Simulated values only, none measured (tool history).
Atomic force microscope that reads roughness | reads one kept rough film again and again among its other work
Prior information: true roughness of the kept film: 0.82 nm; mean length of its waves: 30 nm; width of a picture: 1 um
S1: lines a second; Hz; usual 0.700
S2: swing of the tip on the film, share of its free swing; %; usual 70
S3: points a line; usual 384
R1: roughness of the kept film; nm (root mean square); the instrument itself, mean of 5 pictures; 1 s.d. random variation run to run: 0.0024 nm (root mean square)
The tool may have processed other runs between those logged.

run 1 hour=0.0 | S1=0.700 S2=70 S3=384 | R1=0.784
run 2 hour=6.3 | S1=0.700 S2=70 S3=384 | R1=0.784
run 3 hour=12.1 | S1=0.700 S2=70 S3=384 | R1=0.783
run 4 hour=17.8 | S1=0.700 S2=87 S3=384 | R1=0.763
run 5 hour=26.3 | S1=0.700 S2=87 S3=384 | R1=0.762
run 6 hour=34.6 | S1=0.700 S2=87 S3=384 | R1=0.758
run 7 hour=45.1 | S1=0.700 S2=87 S3=384 | R1=0.755
-- hour=54.3 new tip fitted
run 8 hour=55.4 | S1=0.700 S2=70 S3=384 | R1=0.784
run 9 hour=65.8 | S1=0.700 S2=70 S3=384 | R1=0.785
run 10 hour=74.8 | S1=0.700 S2=70 S3=384 | R1=0.779
run 11 hour=79.9 | S1=0.700 S2=70 S3=384 | R1=0.776
run 12 hour=84.4 | S1=0.700 S2=70 S3=384 | R1=0.778
run 13 hour=94.7 | S1=0.700 S2=70 S3=384 | R1=0.777
run 14 hour=104.8 | S1=0.700 S2=70 S3=384 | R1=0.768
-- hour=114.7 new tip fitted
run 15 hour=116.3 | S1=0.700 S2=70 S3=384 | R1=0.787
run 16 hour=121.1 | S1=0.700 S2=70 S3=320 | R1=0.782
run 17 hour=126.5 | S1=0.700 S2=70 S3=320 | R1=0.780
run 18 hour=134.4 | S1=0.700 S2=70 S3=320 | R1=0.780
run 19 hour=141.1 | S1=0.700 S2=70 S3=764 | R1=0.786
run 20 hour=150.3 | S1=0.700 S2=70 S3=764 | R1=0.780
run 21 hour=155.6 | S1=0.700 S2=70 S3=639 | R1=0.776
run 22 hour=163.6 | S1=0.700 S2=78 S3=384 | R1=0.762
run 23 hour=168.7 | S1=0.700 S2=70 S3=257 | R1=0.763
-- hour=174.4 new tip fitted
run 24 hour=175.3 | S1=0.700 S2=70 S3=384 | R1=0.790
run 25 hour=185.3 | S1=0.700 S2=70 S3=263 | R1=0.778
run 26 hour=195.0 | S1=0.700 S2=74 S3=263 | R1=0.771
run 27 hour=203.9 | S1=0.700 S2=74 S3=263 | R1=0.767
run 28 hour=212.4 | S1=0.530 S2=78 S3=390 | R1=0.774
run 29 hour=223.2 | S1=2.556 S2=77 S3=277 | R1=0.723
run 30 hour=229.1 | S1=0.851 S2=65 S3=873 | R1=0.774
-- hour=234.4 new tip fitted
run 31 hour=235.0 | S1=0.700 S2=64 S3=764 | R1=0.798
run 32 hour=240.5 | S1=0.700 S2=64 S3=764 | R1=0.793
run 33 hour=246.5 | S1=0.700 S2=64 S3=764 | R1=0.786
run 34 hour=252.6 | S1=0.700 S2=64 S3=764 | R1=0.786
run 35 hour=262.8 | S1=0.700 S2=64 S3=458 | R1=0.783
run 36 hour=270.9 | S1=1.731 S2=64 S3=458 | R1=0.766
run 37 hour=278.8 | S1=1.501 S2=67 S3=315 | R1=0.755
run 38 hour=289.8 | S1=1.501 S2=67 S3=315 | R1=0.756
-- hour=295.2 new tip fitted
run 39 hour=300.0 | S1=1.501 S2=67 S3=315 | R1=0.774
run 40 hour=308.5 | S1=1.501 S2=67 S3=315 | R1=0.771
run 41 hour=315.3 | S1=0.562 S2=72 S3=818 | R1=0.783
run 42 hour=320.9 | S1=0.686 S2=62 S3=754 | R1=0.785
run 43 hour=330.9 | S1=2.957 S2=69 S3=638 | R1=0.749
run 44 hour=338.6 | S1=1.809 S2=72 S3=365 | R1=0.750
run 45 hour=349.0 | S1=1.809 S2=72 S3=365 | R1=0.745
-- hour=355.2 new tip fitted
run 46 hour=359.9 | S1=1.809 S2=72 S3=365 | R1=0.763
run 47 hour=370.1 | S1=1.586 S2=72 S3=1007 | R1=0.770
run 48 hour=376.2 | S1=2.117 S2=79 S3=384 | R1=0.740
run 49 hour=387.2 | S1=2.117 S2=79 S3=384 | R1=0.739
run 50 hour=392.5 | S1=2.117 S2=79 S3=384 | R1=0.734
run 51 hour=401.2 | S1=1.936 S2=62 S3=384 | R1=0.763
run 52 hour=406.2 | S1=1.936 S2=62 S3=384 | R1=0.761
run 53 hour=411.6 | S1=0.894 S2=58 S3=563 | R1=0.775

Some steps in R1 between neighbouring runs. How much of each would the tool show without its hidden state too (settings, what came in, random variation), and how much is left for the hidden state, with any gauge scatter that isn't in both results?
What the log doesn't record here: radius of the tip, nm; height scale over the true one, %; drift of the gauge itself on roughness_nm, %.
Run 23 -> 24: S3 257 -> 384, new tip fitted. R1 +0.027 nm (root mean square): hidden state +0.019, all else +0.008.
Run 28 -> 29: S1 0.530 -> 2.556, S2 78 -> 77, S3 390 -> 277. R1 -0.051 nm (root mean square): hidden state -0.003, all else -0.048.
Run 29 -> 30: S1 2.556 -> 0.851, S2 77 -> 65, S3 277 -> 873. R1 +0.051 nm (root mean square): hidden state -0.003, all else +0.054.
Run 30 -> 31: S1 0.851 -> 0.700, S2 65 -> 64, S3 873 -> 764, new tip fitted. R1 +0.024 nm (root mean square): hidden state +0.019, all else +0.005.
Run 42 -> 43: S1 0.686 -> 2.957, S2 62 -> 69, S3 754 -> 638. R1 -0.036 nm (root mean square): hidden state -0.003, all else -0.033.
Run 45 -> 46: new tip fitted. R1 +0.018 nm (root mean square): hidden state +0.018, all else +0.000.
